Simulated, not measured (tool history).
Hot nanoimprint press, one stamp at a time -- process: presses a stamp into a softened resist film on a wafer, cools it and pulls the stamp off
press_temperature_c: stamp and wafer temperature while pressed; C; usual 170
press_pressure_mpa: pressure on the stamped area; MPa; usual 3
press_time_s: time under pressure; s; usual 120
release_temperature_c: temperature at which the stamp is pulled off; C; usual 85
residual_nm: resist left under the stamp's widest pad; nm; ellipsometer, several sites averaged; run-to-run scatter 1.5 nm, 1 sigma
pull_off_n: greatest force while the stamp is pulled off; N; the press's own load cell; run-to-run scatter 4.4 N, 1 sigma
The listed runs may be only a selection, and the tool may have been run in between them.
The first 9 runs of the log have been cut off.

Run 10, hour 63.2: usual settings but press_pressure_mpa 2.1 MPa. Result: residual_nm 268.1 nm, pull_off_n 209 N.
Run 11, hour 72.9: usual settings but press_time_s 165 s. Result: residual_nm 209.7 nm, pull_off_n 208 N.
Run 12, hour 79: usual settings. Result: residual_nm 230.7 nm, pull_off_n 211 N.
Run 13, hour 83.9: usual settings. Result: residual_nm 234.7 nm, pull_off_n 215 N.
Run 14, hour 90.3: usual settings but release_temperature_c 72 C. Result: residual_nm 231.5 nm, pull_off_n 275 N.
Run 15, hour 96.7: usual settings but press_time_s 236 s, release_temperature_c 72 C. Result: residual_nm 186.1 nm, pull_off_n 273 N.
Run 16, hour 104: usual settings but press_time_s 236 s, release_temperature_c 72 C. Result: residual_nm 182.7 nm, pull_off_n 278 N.
Run 17, hour 109: usual settings but release_temperature_c 82 C. Result: residual_nm 231.2 nm, pull_off_n 225 N.
Run 18, hour 118: usual settings but release_temperature_c 82 C. Result: residual_nm 230.4 nm, pull_off_n 225 N.
Run 19, hour 122.5: usual settings but press_temperature_c 160 C, press_pressure_mpa 2.77 MPa, press_time_s 205 s, release_temperature_c 82 C. Result: residual_nm 273.3 nm, pull_off_n 224 N.
Run 20, hour 127.1: usual settings but press_temperature_c 164 C, press_pressure_mpa 2.1 MPa, press_time_s 124 s. Result: residual_nm 305.9 nm, pull_off_n 219 N.
Run 21, hour 134.9: usual settings but press_temperature_c 164 C, press_pressure_mpa 2.1 MPa, press_time_s 124 s. Result: residual_nm 302.6 nm, pull_off_n 208 N.
Run 22, hour 141.3: usual settings but press_time_s 137 s, release_temperature_c 91 C. Result: residual_nm 223 nm, pull_off_n 178 N.
Run 23, hour 147.3: usual settings but press_time_s 137 s, release_temperature_c 91 C. Result: residual_nm 221.5 nm, pull_off_n 188 N.
Run 24, hour 151.8: usual settings but press_temperature_c 174 C, press_pressure_mpa 2.48 MPa, press_time_s 137 s, release_temperature_c 91 C. Result: residual_nm 212.5 nm, pull_off_n 189 N.
Run 25, hour 157.8: usual settings but press_temperature_c 166 C, press_pressure_mpa 2.48 MPa, press_time_s 82 s, release_temperature_c 92 C. Result: residual_nm 303.6 nm, pull_off_n 174 N.
Run 26, hour 166.9: usual settings but press_temperature_c 179 C, press_pressure_mpa 2.14 MPa, press_time_s 82 s, release_temperature_c 92 C. Result: residual_nm 236.8 nm, pull_off_n 182 N.
Run 27, hour 171.8: usual settings but press_temperature_c 179 C, press_pressure_mpa 2.14 MPa, press_time_s 82 s, release_temperature_c 92 C. Result: residual_nm 237.5 nm, pull_off_n 181 N.
Run 28, hour 181.3: usual settings but press_temperature_c 165 C, release_temperature_c 82 C. Result: residual_nm 268.6 nm, pull_off_n 231 N.
Run 29, hour 187.6: usual settings but press_temperature_c 175 C, press_pressure_mpa 3.47 MPa, press_time_s 80 s, release_temperature_c 82 C. Result: residual_nm 215.9 nm, pull_off_n 227 N.
Run 30, hour 192.8: usual settings but press_temperature_c 176 C, press_pressure_mpa 2.42 MPa, press_time_s 112 s, release_temperature_c 84 C. Result: residual_nm 219.9 nm, pull_off_n 223 N.

Consider 4 possible next runs. They are alternatives, not a sequence: every one starts from the tool as it was left by run 30. What does each give?
Run A, hour 198.4: usual settings but press_temperature_c 164 C, press_pressure_mpa 3.3 MPa, press_time_s 153 s. Result: residual_nm ?, pull_off_n ?.
Run B, hour 198.4: usual settings but press_temperature_c 176 C, press_pressure_mpa 2.34 MPa, press_time_s 112 s, release_temperature_c 84 C. Result: residual_nm ?, pull_off_n ?.
Run C, hour 198.4: usual settings but press_temperature_c 166 C, release_temperature_c 74 C. Result: residual_nm ?, pull_off_n ?.
Run D, hour 198.4: usual settings but press_temperature_c 159 C. Result: residual_nm ?, pull_off_n ?.

run  residual_nm  pull_off_n
  A        249.7         220
  B        222.7         223
  C        259.2         265
  D        309.6         215
Had the tool no hidden state, the same runs would have come out as:
run  residual_nm  pull_off_n
  A        249.4         220
  B        222.5         222
  C          259         264
  D        309.4         215
